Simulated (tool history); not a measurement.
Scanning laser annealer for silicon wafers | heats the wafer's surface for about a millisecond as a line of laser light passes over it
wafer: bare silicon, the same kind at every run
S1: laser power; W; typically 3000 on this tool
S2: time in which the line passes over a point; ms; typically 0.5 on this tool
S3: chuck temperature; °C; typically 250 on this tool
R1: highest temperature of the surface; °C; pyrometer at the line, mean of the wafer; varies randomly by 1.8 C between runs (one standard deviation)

run 1 day=0 | S1=3000 S2=0.5 S3=250 | R1=960
run 2 day=0.379 | S1=3000 S2=0.358 S3=250 | R1=858
run 3 day=0.575 | S1=3000 S2=0.587 S3=250 | R1=1017
run 4 day=0.804 | S1=3000 S2=0.587 S3=250 | R1=1017
run 5 day=1.054 | S1=3000 S2=0.5 S3=279 | R1=990
run 6 day=1.296 | S1=3000 S2=0.5 S3=279 | R1=988
run 7 day=1.542 | S1=3000 S2=0.5 S3=279 | R1=985
run 8 day=1.767 | S1=3000 S2=0.5 S3=279 | R1=985
run 9 day=2.112 | S1=3000 S2=0.5 S3=279 | R1=986
run 10 day=2.392 | S1=3000 S2=0.5 S3=279 | R1=981
run 11 day=2.8 | S1=3000 S2=0.5 S3=250 | R1=953
run 12 day=3.217 | S1=3126 S2=0.5 S3=250 | R1=991
run 13 day=3.412 | S1=3000 S2=0.5 S3=250 | R1=951
run 14 day=3.642 | S1=3000 S2=0.5 S3=250 | R1=954
run 15 day=3.867 | S1=3000 S2=0.5 S3=250 | R1=951
run 16 day=4.225 | S1=3000 S2=0.5 S3=250 | R1=950
run 17 day=4.508 | S1=3000 S2=0.5 S3=250 | R1=947
run 18 day=4.892 | S1=3000 S2=0.5 S3=250 | R1=948
run 19 day=5.279 | S1=2946 S2=0.5 S3=250 | R1=983
run 20 day=5.621 | S1=2946 S2=0.5 S3=250 | R1=982
run 21 day=5.825 | S1=2764 S2=0.5 S3=250 | R1=926
run 22 day=6.012 | S1=2987 S2=0.397 S3=253 | R1=919
run 23 day=6.275 | S1=2987 S2=0.397 S3=253 | R1=919
run 24 day=6.646 | S1=2729 S2=0.485 S3=274 | R1=929
run 25 day=7.05 | S1=2729 S2=0.485 S3=274 | R1=929
run 26 day=7.388 | S1=2729 S2=0.485 S3=274 | R1=925
run 27 day=7.846 | S1=2817 S2=0.569 S3=274 | R1=1005
run 28 day=8.275 | S1=2817 S2=0.569 S3=274 | R1=1000
run 29 day=8.729 | S1=2817 S2=0.569 S3=274 | R1=1003
run 30 day=9.004 | S1=2817 S2=0.569 S3=274 | R1=1001
run 31 day=9.225 | S1=2817 S2=0.569 S3=274 | R1=999
run 32 day=9.446 | S1=2683 S2=0.47 S3=256 | R1=880
run 33 day=9.8 | S1=2683 S2=0.47 S3=256 | R1=877
run 34 day=10.062 | S1=3000 S2=0.444 S3=212 | R1=910
run 35 day=10.421 | S1=3000 S2=0.444 S3=212 | R1=910
run 36 day=10.696 | S1=2763 S2=0.59 S3=212 | R1=932
run 37 day=11.033 | S1=2822 S2=0.59 S3=253 | R1=989
run 38 day=11.392 | S1=2822 S2=0.59 S3=253 | R1=987
run 39 day=11.671 | S1=2822 S2=0.59 S3=253 | R1=989
run 40 day=11.958 | S1=3123 S2=0.5 S3=250 | R1=1022
run 41 day=12.408 | S1=3123 S2=0.5 S3=250 | R1=1021

Between the runs listed above, the log contained 3 entries, not reproduced here. Where in the sequence does each belong, and how does what the log doesn't record of the tool's condition differ from the listed run before to the listed run after?
Run 18 -> run 19: window over the wafer cleaned (day 5.212)
  light that passes the window, % of a clean one's: 94.05 -> 99.62; width of the line over the set one, %: 2.39 -> 2.4
  the result without the hidden state subtracted from the measured one, R1: -71 -> -19 °C
Run 24 -> run 25: laser's power meter calibrated (day 6.808)
  light that passes the window, % of a clean one's: 99.27 -> 99.2; laser's true power over the reading, %: -0.16 -> -0.19; width of the line over the set one, %: 2.46 -> 2.47
  the result without the hidden state subtracted from the measured one, R1: -20 -> -20 °C
Run 32 -> run 33: laser's power meter calibrated, once more (day 9.638)
  light that passes the window, % of a clean one's: 98.55 -> 98.5; laser's true power over the reading, %: -0.2 -> -0.21; width of the line over the set one, %: 2.57 -> 2.58
  the result without the hidden state subtracted from the measured one, R1: -26 -> -27 °C

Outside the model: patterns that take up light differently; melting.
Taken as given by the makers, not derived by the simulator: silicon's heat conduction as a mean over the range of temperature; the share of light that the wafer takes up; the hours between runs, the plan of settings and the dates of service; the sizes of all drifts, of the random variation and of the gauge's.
